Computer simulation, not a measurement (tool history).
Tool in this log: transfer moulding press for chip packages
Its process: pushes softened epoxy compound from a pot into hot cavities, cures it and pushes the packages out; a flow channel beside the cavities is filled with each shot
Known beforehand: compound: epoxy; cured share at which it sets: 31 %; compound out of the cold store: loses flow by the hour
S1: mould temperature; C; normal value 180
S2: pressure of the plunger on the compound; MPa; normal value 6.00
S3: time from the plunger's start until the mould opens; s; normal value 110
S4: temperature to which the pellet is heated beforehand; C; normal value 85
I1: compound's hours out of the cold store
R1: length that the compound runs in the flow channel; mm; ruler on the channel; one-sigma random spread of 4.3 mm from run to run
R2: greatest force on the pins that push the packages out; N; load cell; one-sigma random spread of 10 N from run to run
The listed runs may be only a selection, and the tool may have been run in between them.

Run 1, hour 0.0: usual settings; I1 8.4. Result: R1 980 mm, R2 719 N.
Run 2, hour 10.6: usual settings but S4 80 C; I1 36.7. Result: R1 836 mm, R2 679 N.
Run 3, hour 31.3: usual settings but S1 172 C, S4 80 C; I1 31.3. Result: R1 882 mm, R2 1207 N.
Run 4, hour 50.7: usual settings but S1 172 C, S4 80 C; I1 42.3. Result: R1 814 mm, R2 1141 N.
Run 5, hour 67.5: usual settings but S1 172 C, S4 80 C; I1 29.8. Result: R1 882 mm, R2 1139 N.
At hour 74.5: cavities cleaned with cleaning compound and waxed.
Run 6, hour 88.4: usual settings but S1 172 C, S4 80 C; I1 43.6. Result: R1 808 mm, R2 824 N.
Run 7, hour 100.1: usual settings; I1 26.1. Result: R1 868 mm, R2 609 N.
Run 8, hour 121.1: usual settings; I1 10.8. Result: R1 947 mm, R2 697 N.
Run 9, hour 135.4: usual settings; I1 24.5. Result: R1 879 mm, R2 702 N.
Run 10, hour 144.5: usual settings but S1 186 C; I1 26.1. Result: R1 850 mm, R2 634 N.
Run 11, hour 162.9: usual settings but S1 186 C; I1 27.6. Result: R1 838 mm, R2 617 N.
Run 12, hour 175.0: usual settings but S1 186 C; I1 17.1. Result: R1 898 mm, R2 656 N.
Run 13, hour 187.8: usual settings; I1 31.8. Result: R1 833 mm, R2 727 N.
Run 14, hour 198.0: usual settings; I1 11.8. Result: R1 940 mm, R2 744 N.

Estimate the outcome of run 15 from the log above:
At hour 202.8: cavities cleaned with cleaning compound and waxed.
Run 15, hour 220.6: usual settings but S2 6.88 MPa; I1 23.1. Result: R1 ?, R2 ?.

Run 15 measured R1 937 mm, R2 557 N.
Take away the tool's hidden state, keep the run-to-run variation as it was, and the same run would have given R1 971 mm, R2 447 N.
